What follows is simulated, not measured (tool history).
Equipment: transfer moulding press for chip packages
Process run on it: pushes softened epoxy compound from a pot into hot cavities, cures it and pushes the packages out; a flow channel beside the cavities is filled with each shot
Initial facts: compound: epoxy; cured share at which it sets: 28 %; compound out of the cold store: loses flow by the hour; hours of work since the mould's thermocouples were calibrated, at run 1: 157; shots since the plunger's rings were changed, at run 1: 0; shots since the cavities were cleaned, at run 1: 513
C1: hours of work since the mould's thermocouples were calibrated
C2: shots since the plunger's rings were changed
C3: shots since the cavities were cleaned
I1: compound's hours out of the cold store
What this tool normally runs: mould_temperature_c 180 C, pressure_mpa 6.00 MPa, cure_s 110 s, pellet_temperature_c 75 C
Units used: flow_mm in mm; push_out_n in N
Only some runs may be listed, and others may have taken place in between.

Run 1, day 0.000: usual settings; C1 157; C2 0; C3 513; I1 38.8. Result: flow_mm 863 mm, push_out_n 671 N.
Run 2, day 0.379: usual settings; C1 161; C2 64; C3 577; I1 9.7. Result: flow_mm 959 mm, push_out_n 706 N.
Run 3, day 0.883: usual settings; C1 166; C2 150; C3 663; I1 25.9. Result: flow_mm 905 mm, push_out_n 719 N.
At day 1.417: cavities cleaned with cleaning compound and waxed.
Run 4, day 1.450: usual settings but pressure_mpa 6.85 MPa; C1 172; C2 235; C3 6; I1 8.1. Result: flow_mm 1025 mm, push_out_n 882 N.
Run 5, day 1.925: usual settings but pressure_mpa 6.85 MPa, pellet_temperature_c 66 C; C1 177; C2 315; C3 86; I1 38.4. Result: flow_mm 925 mm, push_out_n 866 N.
Run 6, day 2.179: usual settings but pressure_mpa 6.85 MPa, pellet_temperature_c 66 C; C1 179; C2 358; C3 129; I1 35.9. Result: flow_mm 926 mm, push_out_n 909 N.
Run 7, day 2.579: usual settings but pressure_mpa 6.85 MPa, pellet_temperature_c 66 C; C1 183; C2 425; C3 196; I1 17.5. Result: flow_mm 991 mm, push_out_n 921 N.
Run 8, day 3.092: usual settings but pressure_mpa 6.85 MPa, pellet_temperature_c 66 C; C1 189; C2 512; C3 283; I1 29.9. Result: flow_mm 937 mm, push_out_n 897 N.
Run 9, day 3.425: usual settings but pressure_mpa 6.85 MPa, pellet_temperature_c 66 C; C1 192; C2 568; C3 339; I1 47.4. Result: flow_mm 893 mm, push_out_n 900 N.
Run 10, day 3.775: usual settings but pressure_mpa 6.85 MPa, pellet_temperature_c 66 C; C1 196; C2 627; C3 398; I1 19.1. Result: flow_mm 983 mm, push_out_n 872 N.
Run 11, day 4.225: usual settings but pressure_mpa 6.85 MPa, pellet_temperature_c 66 C; C1 201; C2 703; C3 474; I1 22.5. Result: flow_mm 973 mm, push_out_n 910 N.
At day 4.362: cavities cleaned with cleaning compound and waxed, once more.
Run 12, day 4.808: usual settings but pressure_mpa 6.85 MPa, pellet_temperature_c 66 C; C1 206; C2 791; C3 75; I1 20.8. Result: flow_mm 976 mm, push_out_n 512 N.
Run 13, day 5.062: usual settings but pressure_mpa 6.85 MPa, pellet_temperature_c 66 C; C1 209; C2 834; C3 118; I1 39.8. Result: flow_mm 916 mm, push_out_n 544 N.
Run 14, day 5.417: usual settings but pressure_mpa 6.85 MPa, pellet_temperature_c 66 C; C1 212; C2 894; C3 178; I1 45.4. Result: flow_mm 889 mm, push_out_n 556 N.
Run 15, day 5.696: usual settings but pressure_mpa 6.85 MPa, pellet_temperature_c 66 C; C1 215; C2 941; C3 225; I1 46.4. Result: flow_mm 886 mm, push_out_n 555 N.
Run 16, day 5.983: usual settings but cure_s 119 s; C1 218; C2 990; C3 274; I1 32.8. Result: flow_mm 860 mm, push_out_n 528 N.
Run 17, day 6.212: usual settings but mould_temperature_c 176 C, pellet_temperature_c 84 C; C1 221; C2 1028; C3 312; I1 19.6. Result: flow_mm 926 mm, push_out_n 787 N.
Run 18, day 6.462: usual settings but mould_temperature_c 181 C, pressure_mpa 6.26 MPa, pellet_temperature_c 84 C; C1 223; C2 1071; C3 355; I1 40.5. Result: flow_mm 854 mm, push_out_n 614 N.
Run 19, day 6.767: usual settings but mould_temperature_c 179 C, pressure_mpa 7.45 MPa, cure_s 119 s, pellet_temperature_c 84 C; C1 227; C2 1122; C3 406; I1 26.7. Result: flow_mm 998 mm, push_out_n 588 N.
Run 20, day 7.300: usual settings but pressure_mpa 6.08 MPa; C1 232; C2 1212; C3 496; I1 16.9. Result: flow_mm 924 mm, push_out_n 668 N.
Run 21, day 7.662: usual settings but mould_temperature_c 182 C, pressure_mpa 6.44 MPa, cure_s 128 s, pellet_temperature_c 67 C; C1 236; C2 1273; C3 557; I1 19.1. Result: flow_mm 935 mm, push_out_n 601 N.
Run 22, day 8.079: usual settings but mould_temperature_c 179 C, pressure_mpa 4.65 MPa, cure_s 142 s, pellet_temperature_c 83 C; C1 240; C2 1343; C3 627; I1 15.6. Result: flow_mm 809 mm, push_out_n 598 N.
Run 23, day 8.308: usual settings but mould_temperature_c 179 C, pressure_mpa 4.83 MPa, cure_s 142 s, pellet_temperature_c 67 C; C1 243; C2 1382; C3 666; I1 22.8. Result: flow_mm 811 mm, push_out_n 616 N.
Run 24, day 8.667: usual settings but mould_temperature_c 185 C; C1 246; C2 1442; C3 726; I1 42.8. Result: flow_mm 811 mm, push_out_n 651 N.
At day 8.800: cavities cleaned with cleaning compound and waxed.
Run 25, day 9.250: usual settings but mould_temperature_c 182 C, pressure_mpa 5.54 MPa, cure_s 99 s; C1 252; C2 1530; C3 76; I1 28.6. Result: flow_mm 833 mm, push_out_n 532 N.
Run 26, day 9.721: usual settings but mould_temperature_c 188 C, pressure_mpa 5.56 MPa, cure_s 116 s, pellet_temperature_c 71 C; C1 257; C2 1610; C3 156; I1 18.2. Result: flow_mm 840 mm, push_out_n 451 N.
Run 27, day 9.962: usual settings but cure_s 131 s; C1 259; C2 1651; C3 197; I1 26.2. Result: flow_mm 880 mm, push_out_n 481 N.
Run 28, day 10.521: usual settings but pressure_mpa 4.53 MPa, cure_s 113 s; C1 265; C2 1745; C3 291; I1 23.5. Result: flow_mm 768 mm, push_out_n 604 N.
Run 29, day 10.754: usual settings but pressure_mpa 5.88 MPa, cure_s 134 s, pellet_temperature_c 78 C; C1 268; C2 1784; C3 330; I1 35.9. Result: flow_mm 836 mm, push_out_n 523 N.

Pick out some run-to-run changes in flow_mm. Of each, how much would a tool without hidden state show as well, from the settings, what came in and chance, and how much is left for the hidden state and any gauge scatter not in both results compared?
Hidden state at play: true mould temperature over the reading, C; pressure that reaches the compound, % of what is set; grip of the stained cavities, % over clean ones'; drift of the gauge itself on flow_mm, %; drift of the gauge itself on push_out_n, %.
Run 18 -> 19: mould_temperature_c 181 -> 179, pressure_mpa 6.26 -> 7.45, cure_s 110 -> 119. flow_mm +144 mm: hidden state -3, all else +147.
Run 21 -> 22: mould_temperature_c 182 -> 179, pressure_mpa 6.44 -> 4.65, cure_s 128 -> 142, pellet_temperature_c 67 -> 83. flow_mm -126 mm: hidden state +1, all else -127.
Run 28 -> 29: pressure_mpa 4.53 -> 5.88, cure_s 113 -> 134, pellet_temperature_c 75 -> 78. flow_mm +68 mm: hidden state -3, all else +71.

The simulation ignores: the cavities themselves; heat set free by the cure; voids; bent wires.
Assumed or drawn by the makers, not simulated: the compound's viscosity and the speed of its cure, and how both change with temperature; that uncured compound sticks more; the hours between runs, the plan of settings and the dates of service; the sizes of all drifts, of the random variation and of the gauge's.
